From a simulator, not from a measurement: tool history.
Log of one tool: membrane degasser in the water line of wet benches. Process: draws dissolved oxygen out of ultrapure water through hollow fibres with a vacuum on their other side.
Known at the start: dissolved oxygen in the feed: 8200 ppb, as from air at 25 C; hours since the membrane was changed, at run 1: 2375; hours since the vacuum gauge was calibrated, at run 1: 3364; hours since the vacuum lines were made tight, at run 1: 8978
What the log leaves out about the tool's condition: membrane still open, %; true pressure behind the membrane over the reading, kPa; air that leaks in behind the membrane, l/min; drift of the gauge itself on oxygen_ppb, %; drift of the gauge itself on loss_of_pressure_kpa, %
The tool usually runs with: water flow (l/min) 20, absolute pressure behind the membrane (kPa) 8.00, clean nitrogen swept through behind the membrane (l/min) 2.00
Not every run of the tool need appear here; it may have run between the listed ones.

run   hour  water flow (l/min)  absolute pressure behind the membrane (kPa)  clean nitrogen swept through behind the membrane (l/min)  hours since the membrane was changed  hours since the vacuum gauge was calibrated  hours since the vacuum lines were made tight  dissolved oxygen in the water behind the degasser (ppb)  pressure that the water loses in the fibres (kPa)
  1    0.0                  20                                         8.00                                                      2.00                                  2375                                         3364                                          8978                                                    200.9                                              45.30
  2   37.5                  20                                         8.00                                                      2.00                                  2412                                         3401                                          9015                                                    202.7                                              44.97
  3  113.9                  20                                         8.00                                                      2.00                                  2489                                         3478                                          9092                                                    203.5                                              45.05
  4  150.7                  17                                         8.00                                                      2.00                                  2526                                         3515                                          9129                                                    161.0                                              38.15
  5  200.3                  17                                         8.00                                                      2.00                                  2575                                         3564                                          9178                                                    160.6                                              38.75
  6  260.1                  17                                         8.00                                                      2.00                                  2635                                         3624                                          9238                                                    159.5                                              38.30
  7  305.5                  20                                         8.00                                                      4.73                                  2680                                         3669                                          9283                                                    138.6                                              45.49
  8  347.5                  20                                         8.00                                                      2.00                                  2722                                         3711                                          9326                                                    200.3                                              45.17
  9  430.1                  20                                         8.00                                                      2.00                                  2805                                         3794                                          9408                                                    204.9                                              45.16
 10  464.6                  32                                         8.55                                                      2.03                                  2840                                         3828                                          9443                                                    411.2                                              71.89

What does the tool deliver on the next run?
 11  542.0                  17                                        19.67                                                      1.04                                  2917                                         3906                                          9520                                                        ?                                                  ?

Run 11 gave dissolved oxygen in the water behind the degasser (ppb) 644.2, pressure that the water loses in the fibres (kPa) 38.49.
Had the tool carried no hidden state, the very same run would have given dissolved oxygen in the water behind the degasser (ppb) 617.6, pressure that the water loses in the fibres (kPa) 37.70.
